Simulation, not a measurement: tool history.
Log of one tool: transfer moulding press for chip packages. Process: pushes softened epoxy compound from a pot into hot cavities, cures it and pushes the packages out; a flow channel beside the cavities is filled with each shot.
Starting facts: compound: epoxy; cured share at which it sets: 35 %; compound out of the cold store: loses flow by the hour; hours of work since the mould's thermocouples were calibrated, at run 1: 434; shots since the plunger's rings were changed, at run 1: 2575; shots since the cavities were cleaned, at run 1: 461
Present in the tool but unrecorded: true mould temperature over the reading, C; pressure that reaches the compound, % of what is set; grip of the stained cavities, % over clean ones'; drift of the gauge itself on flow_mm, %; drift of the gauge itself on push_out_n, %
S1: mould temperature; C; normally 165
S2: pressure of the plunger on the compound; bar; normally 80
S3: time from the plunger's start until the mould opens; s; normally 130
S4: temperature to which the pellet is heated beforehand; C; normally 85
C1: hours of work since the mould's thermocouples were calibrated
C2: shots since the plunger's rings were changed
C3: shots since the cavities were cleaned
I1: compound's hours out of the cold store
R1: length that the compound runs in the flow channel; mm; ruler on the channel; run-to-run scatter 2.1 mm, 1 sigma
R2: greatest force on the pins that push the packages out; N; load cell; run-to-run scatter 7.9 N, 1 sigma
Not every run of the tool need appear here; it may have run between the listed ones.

| run | hour | S1 | S2 | S3 | S4 | C1 | C2 | C3 | I1 | R1 | R2 |
|---|---|---|---|---|---|---|---|---|---|---|---|
| 1 | 0 | 165 | 80 | 130 | 85 | 434 | 2575 | 461 | 32.3 | 660 | 329 |
| 2 | 12.9 | 165 | 80 | 130 | 85 | 439 | 2661 | 547 | 12.2 | 730 | 350 |
|  | 30.2 | mould's thermocouples calibrated |
|  | 35.1 | cavities cleaned with cleaning compound and waxed |
| 3 | 40.9 | 165 | 80 | 130 | 85 | 4 | 2823 | 38 | 24.1 | 686 | 339 |
| 4 | 61.5 | 165 | 98.9 | 130 | 85 | 13 | 2959 | 174 | 34.9 | 726 | 330 |
| 5 | 85.1 | 165 | 98.9 | 130 | 85 | 24 | 3115 | 330 | 8.2 | 831 | 364 |
| 6 | 96.8 | 165 | 98.9 | 130 | 85 | 29 | 3193 | 408 | 20.5 | 777 | 352 |
| 7 | 119.4 | 165 | 98.9 | 130 | 85 | 39 | 3342 | 557 | 23 | 769 | 335 |
| 8 | 135.6 | 165 | 89.1 | 130 | 85 | 46 | 3450 | 665 | 27.5 | 714 | 343 |
|  | 140.5 | plunger's sealing rings changed |
|  | 142 | cavities cleaned with cleaning compound and waxed |
| 9 | 157.1 | 165 | 95.8 | 130 | 85 | 54 | 99 | 99 | 22.8 | 762 | 348 |
| 10 | 169.5 | 165 | 95.8 | 130 | 85 | 59 | 182 | 182 | 8.6 | 815 | 358 |
| 11 | 194.5 | 165 | 95.8 | 130 | 85 | 70 | 347 | 347 | 37.5 | 709 | 326 |
| 12 | 206.6 | 165 | 95.8 | 130 | 85 | 75 | 427 | 427 | 30.4 | 732 | 343 |
| 13 | 223.4 | 165 | 99.4 | 130 | 85 | 83 | 538 | 538 | 27.1 | 758 | 342 |
| 14 | 236.6 | 165 | 99.4 | 130 | 85 | 89 | 626 | 626 | 39.5 | 712 | 326 |
|  | 244.5 | cavities cleaned with cleaning compound and waxed |
| 15 | 257.7 | 165 | 90.2 | 152 | 89 | 97 | 756 | 88 | 33.5 | 701 | 288 |
| 16 | 275.4 | 165 | 90.2 | 152 | 89 | 105 | 873 | 205 | 16.1 | 762 | 302 |
| 17 | 300 | 165 | 90.2 | 152 | 89 | 116 | 1036 | 368 | 28.2 | 721 | 283 |
| 18 | 314.8 | 170 | 80 | 117 | 88 | 122 | 1134 | 466 | 15 | 705 | 309 |
| 19 | 340.3 | 170 | 80 | 117 | 88 | 134 | 1302 | 634 | 17.8 | 693 | 306 |
|  | 347.6 | cavities cleaned with cleaning compound and waxed |
| 20 | 356.7 | 165 | 60.9 | 118 | 85 | 140 | 1401 | 60 | 47.9 | 537 | 367 |
| 21 | 381.8 | 172 | 72.1 | 113 | 86 | 151 | 1567 | 226 | 47.9 | 561 | 298 |
| 22 | 404.3 | 158 | 75.7 | 113 | 86 | 161 | 1716 | 375 | 27.1 | 689 | 728 |
| 23 | 425.4 | 165 | 61.4 | 130 | 85 | 171 | 1856 | 515 | 9.7 | 651 | 370 |

The next listed run, before its measurement:
| 24 | 440.7 | 165 | 61.2 | 137 | 84 | 177 | 1958 | 617 | 47 | ? | ? |

Run 24 gave R1 538 mm, R2 307 N.
If the tool had no hidden condition, the same run with the same run-to-run variation would have returned R1 538 mm, R2 302 N.
